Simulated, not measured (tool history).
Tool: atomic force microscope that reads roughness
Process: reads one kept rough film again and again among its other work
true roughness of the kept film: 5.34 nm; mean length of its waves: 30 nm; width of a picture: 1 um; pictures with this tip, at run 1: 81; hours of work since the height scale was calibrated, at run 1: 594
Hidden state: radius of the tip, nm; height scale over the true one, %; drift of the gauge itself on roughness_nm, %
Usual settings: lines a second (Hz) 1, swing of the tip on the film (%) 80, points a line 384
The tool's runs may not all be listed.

| run | day | lines a second (Hz) | swing of the tip on the film (%) | points a line | pictures with this tip | hours of work since the height scale was calibrated | roughness of the kept film (nm (root mean square)) |
|---|---|---|---|---|---|---|---|
| 1 | 0 | 1 | 80 | 384 | 81 | 594 | 4.072 |
| 2 | 0.771 | 1 | 80 | 658 | 96 | 603 | 4.012 |
| 3 | 1.633 | 1 | 80 | 658 | 112 | 613 | 3.987 |
| 4 | 2.571 | 1 | 80 | 658 | 129 | 624 | 3.938 |
| 5 | 3.371 | 1 | 80 | 384 | 144 | 634 | 3.836 |
| 6 | 4.233 | 1 | 80 | 384 | 161 | 644 | 3.769 |
| 7 | 5.192 | 2.57 | 87 | 259 | 178 | 656 | 3.292 |
| 8 | 6.204 | 1 | 73 | 780 | 197 | 668 | 3.741 |
| 9 | 6.879 | 1 | 73 | 780 | 210 | 676 | 3.7 |
| 10 | 7.912 | 3.08 | 80 | 581 | 230 | 689 | 3.26 |

Forecast each of these 4 alternatives for the next run:
| A | 8.538 | 3.08 | 70 | 581 | 241 | 696 | ? |
| B | 8.538 | 3.45 | 80 | 727 | 241 | 696 | ? |
| C | 8.538 | 1 | 66 | 384 | 241 | 696 | ? |
| D | 8.538 | 1 | 73 | 283 | 241 | 696 | ? |

| run | roughness of the kept film (nm (root mean square)) |
|---|---|
| A | 3.437 |
| B | 3.18 |
| C | 3.656 |
| D | 3.566 |
Without the tool's hidden state the same runs would have given:
| run | roughness of the kept film (nm (root mean square)) |
|---|---|
| A | 4.211 |
| B | 3.896 |
| C | 4.478 |
| D | 4.368 |

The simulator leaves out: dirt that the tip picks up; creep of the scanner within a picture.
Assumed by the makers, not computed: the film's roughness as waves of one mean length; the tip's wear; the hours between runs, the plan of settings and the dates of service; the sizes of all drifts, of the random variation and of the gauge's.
